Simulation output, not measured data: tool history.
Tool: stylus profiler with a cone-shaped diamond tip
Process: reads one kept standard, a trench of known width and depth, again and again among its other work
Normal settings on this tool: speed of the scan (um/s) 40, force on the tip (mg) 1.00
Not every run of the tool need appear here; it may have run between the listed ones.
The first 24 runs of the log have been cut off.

run    hour  speed of the scan (um/s)  force on the tip (mg)  depth of the trench (angstrom)  width of the trench's floor (um)
 25  1122.4                        26                   0.69                          1006.1                             98.40
 26  1149.8                        40                   2.76                          1008.3                             98.41
 27  1204.4                        15                   1.00                          1003.7                             98.45
 28  1249.7                        88                   0.58                          1003.2                             97.91
 29  1289.9                        28                   0.35                          1004.0                             98.25
 30  1330.5                        13                   1.88                          1005.8                             98.54
 31  1382.4                        13                   1.88                          1006.9                             98.51
 32  1416.5                        17                   1.29                          1004.3                             98.47
     1424.1  -- new tip fitted, height scale calibrated
 33  1465.4                        17                   1.29                          1003.5                             98.53
 34  1510.7                       122                   1.29                          1006.0                             97.98
 35  1551.6                       117                   1.42                          1004.0                             98.01
 36  1614.9                        65                   0.63                          1001.8                             98.13
 37  1652.9                        23                   0.57                          1001.9                             98.39
 38  1711.9                        17                   0.91                          1005.7                             98.51
 39  1739.2                        17                   0.97                          1004.7                             98.56
 40  1775.9                        17                   0.97                          1003.4                             98.53
 41  1821.1                        14                   1.25                          1006.0                             98.50
 42  1877.1                        14                   1.25                          1006.4                             98.50
 43  1912.0                        19                   0.36                          1003.1                             98.40
 44  1967.9                        73                   0.50                          1003.7                             98.00
 45  2008.1                        73                   0.50                          1004.4                             97.98

4 options for the next run, each taken on its own from the tool as it stands now. Forecast them:
  A  2048.6                       136                   0.59                               ?                                 ?
  B  2048.6                        16                   0.60                               ?                                 ?
  C  2048.6                       119                   0.50                               ?                                 ?
  D  2048.6                        99                   1.32                               ?                                 ?

run  depth of the trench (angstrom)  width of the trench's floor (um)
  A                          1004.1                             97.59
  B                          1003.0                             98.48
  C                           999.6                             97.66
  D                          1002.7                             98.11
Take away the tool's hidden state, keep each run's random variation, and the runs would have read:
run  depth of the trench (angstrom)  width of the trench's floor (um)
  A                          1004.0                             97.60
  B                          1003.0                             98.49
  C                           999.5                             97.67
  D                          1002.7                             98.11
